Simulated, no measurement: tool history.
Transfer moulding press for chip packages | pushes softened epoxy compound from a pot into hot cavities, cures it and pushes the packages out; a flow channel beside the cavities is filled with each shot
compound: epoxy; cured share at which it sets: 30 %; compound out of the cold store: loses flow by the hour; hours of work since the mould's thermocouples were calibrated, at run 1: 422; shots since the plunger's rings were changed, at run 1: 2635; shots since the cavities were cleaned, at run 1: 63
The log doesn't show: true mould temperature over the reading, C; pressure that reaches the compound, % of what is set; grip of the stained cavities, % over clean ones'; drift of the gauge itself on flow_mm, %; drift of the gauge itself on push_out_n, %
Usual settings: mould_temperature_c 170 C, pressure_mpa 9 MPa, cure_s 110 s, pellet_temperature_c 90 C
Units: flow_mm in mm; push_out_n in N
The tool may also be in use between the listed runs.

run     day  mould_temperature_c  pressure_mpa  cure_s  pellet_temperature_c  hours of work since the mould's thermocouples were calibrated  shots since the plunger's rings were changed  shots since the cavities were cleaned  incoming compound's hours out of the cold store  flow_mm  push_out_n
  1       0                  170             9     110                    90                                                            422                                          2635                                     63                                             39.6      777         235
  2   1.454                  170             9     110                    90                                                            441                                          2948                                    376                                             25.8      809         339
      2.958  -- cavities cleaned with cleaning compound and waxed
  3   3.825                  170             9     110                    83                                                            472                                          3447                                    188                                             29.5      787         290
      6.067  -- cavities cleaned with cleaning compound and waxed
  4   6.129                  170             9     110                    83                                                            502                                          3930                                     14                                             18.7      805         223
  5   8.188                  170             9     135                    90                                                            529                                          4373                                    457                                             14.6      799         318
      9.188  -- cavities cleaned with cleaning compound and waxed
  6   9.904                  170             9     135                    90                                                            551                                          4729                                    154                                             18.4      799         250
     12.283  -- cavities cleaned with cleaning compound and waxed
  7  12.767                  170             9     135                    91                                                            589                                          5334                                    105                                             19.9      769         229
  8  14.712                  170             9     135                    91                                                            614                                          5753                                    524                                             35.9      737         348
     15.433  -- cavities cleaned with cleaning compound and waxed
  9  17.104                  170             9     135                    91                                                            646                                          6255                                    361                                               13      776         305
     18.017  -- plunger's sealing rings changed
     18.696  -- mould's thermocouples calibrated
     18.758  -- cavities cleaned with cleaning compound and waxed
 10  19.725                  170             9     135                    91                                                             13                                           337                                    208                                             39.3      826         276
 11  21.571                  170             9     135                    91                                                             38                                           735                                    606                                             38.5      815         341
     21.838  -- cavities cleaned with cleaning compound and waxed
 12  23.496                  170             9     110                    90                                                             62                                          1136                                    358                                             25.6      818         323
     24.896  -- cavities cleaned with cleaning compound and waxed
 13  25.408                  170             9     110                    90                                                             87                                          1535                                    110                                             20.4      822         253
 14  26.954                  170             9     110                    90                                                            108                                          1868                                    443                                             15.2      834         356
     28.108  -- cavities cleaned with cleaning compound and waxed
 15  29.958                  166             9     110                    90                                                            147                                          2502                                    398                                             14.8      838         369
     30.333  -- mould's thermocouples calibrated, once more
     31.279  -- cavities cleaned with cleaning compound and waxed
 16  31.508                  166             9     110                    90                                                             15                                          2805                                     49                                             40.8      790         259
 17    33.2                  176          8.08     110                    89                                                             37                                          3170                                    414                                             17.3      767         330
     34.596  -- cavities cleaned with cleaning compound and waxed
 18   35.95                  170          8.58     110                    91                                                             73                                          3749                                    292                                             45.2      738         327
     37.658  -- cavities cleaned with cleaning compound and waxed
 19  38.054                  170             9     104                    90                                                            100                                          4189                                     85                                             43.9      754         259
     40.904  -- cavities cleaned with cleaning compound and waxed
 20  41.129                  170          7.73      98                    87                                                            141                                          4839                                     49                                               17      740         258
 21  42.704                  174          8.89     129                    84                                                            162                                          5178                                    388                                             47.8      727         311
     43.971  -- cavities cleaned with cleaning compound and waxed
 22  44.542                  174          8.89     129                    84                                                            185                                          5561                                    124                                             10.5      764         251
     47.121  -- cavities cleaned with cleaning compound and waxed
 23  47.275                  170          10.4     110                   100                                                            221                                          6136                                     33                                              8.3      835         231
     48.625  -- plunger's sealing rings changed
 24  49.612                  172             9     125                    90                                                            251                                           213                                    515                                             24.6      830         338
     50.412  -- cavities cleaned with cleaning compound and waxed
 25  52.408                  171             9     125                    90                                                            287                                           803                                    431                                             18.9      845         346
     53.638  -- cavities cleaned with cleaning compound and waxed
 26  53.862                  171          9.98     125                    91                                                            306                                          1102                                     48                                              8.4      921         224

Forecast each of these 4 alternatives for the next run:
     56.8  -- cavities cleaned with cleaning compound and waxed
  A  56.8                  171          7.27     125                    96                                                            344                                          1722                                      0                                             16.1        ?           ?
     56.8  -- cavities cleaned with cleaning compound and waxed
  B  56.8                  176          8.62     117                    90                                                            344                                          1722                                      0                                             29.2        ?           ?
     56.8  -- cavities cleaned with cleaning compound and waxed
  C  56.8                  169         10.93     101                    90                                                            344                                          1722                                      0                                             15.9        ?           ?
     56.8  -- cavities cleaned with cleaning compound and waxed
  D  56.8                  174          8.63     132                    91                                                            344                                          1722                                      0                                             45.5        ?           ?

run  flow_mm  push_out_n
  A      748         198
  B      780         192
  C      934         238
  D      764         198
Without the tool's hidden state the same runs would have given:
run  flow_mm  push_out_n
  A      772         195
  B      805         189
  C      964         239
  D      789         195

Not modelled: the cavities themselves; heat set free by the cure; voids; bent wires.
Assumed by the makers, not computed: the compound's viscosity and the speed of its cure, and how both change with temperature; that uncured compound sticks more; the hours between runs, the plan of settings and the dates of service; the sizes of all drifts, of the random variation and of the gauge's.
